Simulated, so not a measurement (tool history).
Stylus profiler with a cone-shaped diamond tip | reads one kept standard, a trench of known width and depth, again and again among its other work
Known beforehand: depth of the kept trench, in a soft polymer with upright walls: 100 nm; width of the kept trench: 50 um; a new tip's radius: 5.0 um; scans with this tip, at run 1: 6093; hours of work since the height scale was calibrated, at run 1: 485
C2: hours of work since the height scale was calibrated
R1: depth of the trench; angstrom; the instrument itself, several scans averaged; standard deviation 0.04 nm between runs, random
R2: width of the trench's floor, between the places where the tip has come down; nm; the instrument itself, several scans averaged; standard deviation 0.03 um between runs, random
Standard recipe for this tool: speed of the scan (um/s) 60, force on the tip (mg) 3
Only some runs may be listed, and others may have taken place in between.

run 1 hour=0 | speed_of_the_scan_(um/s)=60 force_on_the_tip_(mg)=3 | scans_with_this_tip=6093 C2=485 | R1=1007 R2=47660
run 2 hour=102.5 | speed_of_the_scan_(um/s)=60 force_on_the_tip_(mg)=3 | scans_with_this_tip=6903 C2=549 | R1=1006.9 R2=47640
run 3 hour=151.9 | speed_of_the_scan_(um/s)=60 force_on_the_tip_(mg)=3 | scans_with_this_tip=7293 C2=580 | R1=1007.4 R2=47630
run 4 hour=249.3 | speed_of_the_scan_(um/s)=195 force_on_the_tip_(mg)=3 | scans_with_this_tip=8063 C2=642 | R1=1007.2 R2=47180
run 5 hour=310.5 | speed_of_the_scan_(um/s)=60 force_on_the_tip_(mg)=3 | scans_with_this_tip=8546 C2=680 | R1=1007.1 R2=47570
run 6 hour=406 | speed_of_the_scan_(um/s)=60 force_on_the_tip_(mg)=3 | scans_with_this_tip=9300 C2=740 | R1=1006.9 R2=47560
run 7 hour=497.2 | speed_of_the_scan_(um/s)=141 force_on_the_tip_(mg)=3 | scans_with_this_tip=10020 C2=798 | R1=1006.4 R2=47290
run 8 hour=589.7 | speed_of_the_scan_(um/s)=60 force_on_the_tip_(mg)=3 | scans_with_this_tip=10751 C2=856 | R1=1006.5 R2=47560
run 9 hour=689.8 | speed_of_the_scan_(um/s)=60 force_on_the_tip_(mg)=1.71 | scans_with_this_tip=11542 C2=919 | R1=1003.2 R2=47440
run 10 hour=772.2 | speed_of_the_scan_(um/s)=60 force_on_the_tip_(mg)=1.71 | scans_with_this_tip=12192 C2=970 | R1=1002.6 R2=47370
run 11 hour=842.5 | speed_of_the_scan_(um/s)=60 force_on_the_tip_(mg)=3.76 | scans_with_this_tip=12747 C2=1015 | R1=1006.7 R2=47480
run 12 hour=884 | speed_of_the_scan_(um/s)=60 force_on_the_tip_(mg)=1.44 | scans_with_this_tip=13076 C2=1041 | R1=1002.2 R2=47380
run 13 hour=958.3 | speed_of_the_scan_(um/s)=60 force_on_the_tip_(mg)=1.44 | scans_with_this_tip=13662 C2=1087 | R1=1002.2 R2=47330
run 14 hour=1044.9 | speed_of_the_scan_(um/s)=18 force_on_the_tip_(mg)=3 | scans_with_this_tip=14346 C2=1142 | R1=1005.5 R2=47560
-- hour=1064.8 height scale calibrated on a step standard
run 15 hour=1091.7 | speed_of_the_scan_(um/s)=18 force_on_the_tip_(mg)=3 | scans_with_this_tip=14712 C2=17 | R1=1009.5 R2=47520
run 16 hour=1187.4 | speed_of_the_scan_(um/s)=130 force_on_the_tip_(mg)=3 | scans_with_this_tip=15468 C2=77 | R1=1009 R2=47180
run 17 hour=1285.9 | speed_of_the_scan_(um/s)=130 force_on_the_tip_(mg)=3 | scans_with_this_tip=16245 C2=139 | R1=1009.1 R2=47200
run 18 hour=1357.9 | speed_of_the_scan_(um/s)=130 force_on_the_tip_(mg)=3 | scans_with_this_tip=16814 C2=184 | R1=1008.6 R2=47160
run 19 hour=1432.7 | speed_of_the_scan_(um/s)=32 force_on_the_tip_(mg)=3 | scans_with_this_tip=17405 C2=231 | R1=1008.8 R2=47410
run 20 hour=1485.1 | speed_of_the_scan_(um/s)=15 force_on_the_tip_(mg)=3 | scans_with_this_tip=17819 C2=264 | R1=1008.2 R2=47490
run 21 hour=1536.8 | speed_of_the_scan_(um/s)=206 force_on_the_tip_(mg)=4.99 | scans_with_this_tip=18227 C2=297 | R1=1011.8 R2=47080
run 22 hour=1581.5 | speed_of_the_scan_(um/s)=168 force_on_the_tip_(mg)=3.17 | scans_with_this_tip=18581 C2=325 | R1=1008.7 R2=47010
run 23 hour=1652.4 | speed_of_the_scan_(um/s)=16 force_on_the_tip_(mg)=3.44 | scans_with_this_tip=19140 C2=369 | R1=1009.4 R2=47430
run 24 hour=1725.2 | speed_of_the_scan_(um/s)=111 force_on_the_tip_(mg)=8.27 | scans_with_this_tip=19715 C2=415 | R1=1017.3 R2=47290
run 25 hour=1793.1 | speed_of_the_scan_(um/s)=127 force_on_the_tip_(mg)=2.86 | scans_with_this_tip=20252 C2=458 | R1=1006.6 R2=46990
run 26 hour=1879.3 | speed_of_the_scan_(um/s)=127 force_on_the_tip_(mg)=2.86 | scans_with_this_tip=20933 C2=512 | R1=1007 R2=47040
run 27 hour=1941.7 | speed_of_the_scan_(um/s)=48 force_on_the_tip_(mg)=2.27 | scans_with_this_tip=21425 C2=551 | R1=1005.4 R2=47280
run 28 hour=2022.2 | speed_of_the_scan_(um/s)=75 force_on_the_tip_(mg)=3 | scans_with_this_tip=22061 C2=602 | R1=1006.9 R2=47210
run 29 hour=2101.6 | speed_of_the_scan_(um/s)=148 force_on_the_tip_(mg)=3 | scans_with_this_tip=22689 C2=652 | R1=1006.9 R2=46980
run 30 hour=2177.5 | speed_of_the_scan_(um/s)=44 force_on_the_tip_(mg)=3.13 | scans_with_this_tip=23288 C2=700 | R1=1007 R2=47280
run 31 hour=2268.9 | speed_of_the_scan_(um/s)=44 force_on_the_tip_(mg)=3.13 | scans_with_this_tip=24010 C2=757 | R1=1007 R2=47160
run 32 hour=2335 | speed_of_the_scan_(um/s)=109 force_on_the_tip_(mg)=5.1 | scans_with_this_tip=24531 C2=799 | R1=1010.6 R2=47100
run 33 hour=2415.6 | speed_of_the_scan_(um/s)=109 force_on_the_tip_(mg)=5.1 | scans_with_this_tip=25168 C2=849 | R1=1009.7 R2=47080
run 34 hour=2499.3 | speed_of_the_scan_(um/s)=47 force_on_the_tip_(mg)=1.55 | scans_with_this_tip=25830 C2=902 | R1=1003.2 R2=47120
run 35 hour=2556.8 | speed_of_the_scan_(um/s)=47 force_on_the_tip_(mg)=1.55 | scans_with_this_tip=26283 C2=938 | R1=1003.3 R2=47160
run 36 hour=2610.9 | speed_of_the_scan_(um/s)=180 force_on_the_tip_(mg)=8.56 | scans_with_this_tip=26710 C2=972 | R1=1015.9 R2=46950
run 37 hour=2692.7 | speed_of_the_scan_(um/s)=180 force_on_the_tip_(mg)=8.56 | scans_with_this_tip=27357 C2=1023 | R1=1014.9 R2=47000
run 38 hour=2750 | speed_of_the_scan_(um/s)=180 force_on_the_tip_(mg)=8.56 | scans_with_this_tip=27809 C2=1059 | R1=1014.4 R2=46940
run 39 hour=2818.7 | speed_of_the_scan_(um/s)=163 force_on_the_tip_(mg)=3.83 | scans_with_this_tip=28352 C2=1103 | R1=1007.4 R2=46890
-- hour=2901.8 height scale calibrated on a step standard
run 40 hour=2903.7 | speed_of_the_scan_(um/s)=209 force_on_the_tip_(mg)=5.42 | scans_with_this_tip=29019 C2=1 | R1=1014.3 R2=46890

What if the next run were any one of these 3? Each begins from the tool's condition after run 40:
-- hour=2929.6 new tip fitted, height scale calibrated
run A hour=2988.4 | speed_of_the_scan_(um/s)=88 force_on_the_tip_(mg)=7.56 | scans_with_this_tip=464 C2=37 | R1=? R2=?
-- hour=2929.6 new tip fitted, height scale calibrated
run B hour=2988.4 | speed_of_the_scan_(um/s)=209 force_on_the_tip_(mg)=1.06 | scans_with_this_tip=464 C2=37 | R1=? R2=?
-- hour=2929.6 new tip fitted, height scale calibrated
run C hour=2988.4 | speed_of_the_scan_(um/s)=60 force_on_the_tip_(mg)=2.04 | scans_with_this_tip=464 C2=37 | R1=? R2=?

run=A R1=1018.2 R2=47820
run=B R1=1005.2 R2=47020
run=C R1=1007.3 R2=47770
What these runs would have given with no unlogged condition in the tool:
run=A R1=1018.2 R2=47860
run=B R1=1005.2 R2=47060
run=C R1=1007.2 R2=47810
